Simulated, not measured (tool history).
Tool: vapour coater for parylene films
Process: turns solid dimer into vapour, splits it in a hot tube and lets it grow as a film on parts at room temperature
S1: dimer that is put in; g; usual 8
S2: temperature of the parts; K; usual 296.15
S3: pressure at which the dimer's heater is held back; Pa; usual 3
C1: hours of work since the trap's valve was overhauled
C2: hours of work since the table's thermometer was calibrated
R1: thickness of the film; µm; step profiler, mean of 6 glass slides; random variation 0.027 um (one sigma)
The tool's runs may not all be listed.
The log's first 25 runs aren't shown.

run    hour  S1      S2     S3   C1    C2    R1
 26   940.5   3  294.15   4.51  193   726  1.05
 27   996.4   3  302.15    7.8  217   749  0.68
 28  1044.3   8  296.15   9.13  237   770  2.22
     1076.4  -- trap's valve overhauled
 29  1083.4   7  289.15   9.13    3   785  2.79
 30  1140.5   8  296.15   3.96   27   809  2.88
 31  1182.6   8  291.15    4.2   45   827   3.3
 32  1205.8   7  288.15    2.7   55   837  3.02
 33  1244.9   7  288.15    3.3   72   854  2.96
 34  1286.2  10  296.15  11.32   89   871  2.93
 35  1317.5  10  289.15   4.57  103   885  4.22
 36  1370.7  10  289.15   4.57  125   907  4.14
 37  1394.8  10  289.15   4.57  136   918  4.12
 38  1442.3  10  289.15   4.57  156   938  4.04
 39  1483.5   4  296.15      3  174   955  1.35
 40  1509.6   4  296.15      3  185   966  1.39
 41  1562.5   4  289.15   5.14  207   989  1.51
 42  1589.3   6  296.15      3  219  1000  1.99
 43  1635.2   6  293.15  10.34  238  1020  1.74
     1663.8  -- trap's valve overhauled
 44  1684.2   6  293.15   9.38    9  1039   2.1
 45  1734.5   6  293.15   9.38   30  1061  2.05
 46  1767.5   6  293.15   9.38   44  1075  2.05

Forecast each of these 3 alternatives for the next run:
  A  1809.8   8  296.15   5.55  62  1093   ?
  B  1809.8   4  295.15  10.09  62  1093   ?
  C  1809.8   4  306.15   4.12  62  1093   ?

run    R1
  A  2.61
  B  1.28
  C  1.02
Without the tool's hidden state the same runs would have given:
run    R1
  A  2.76
  B  1.35
  C  1.08
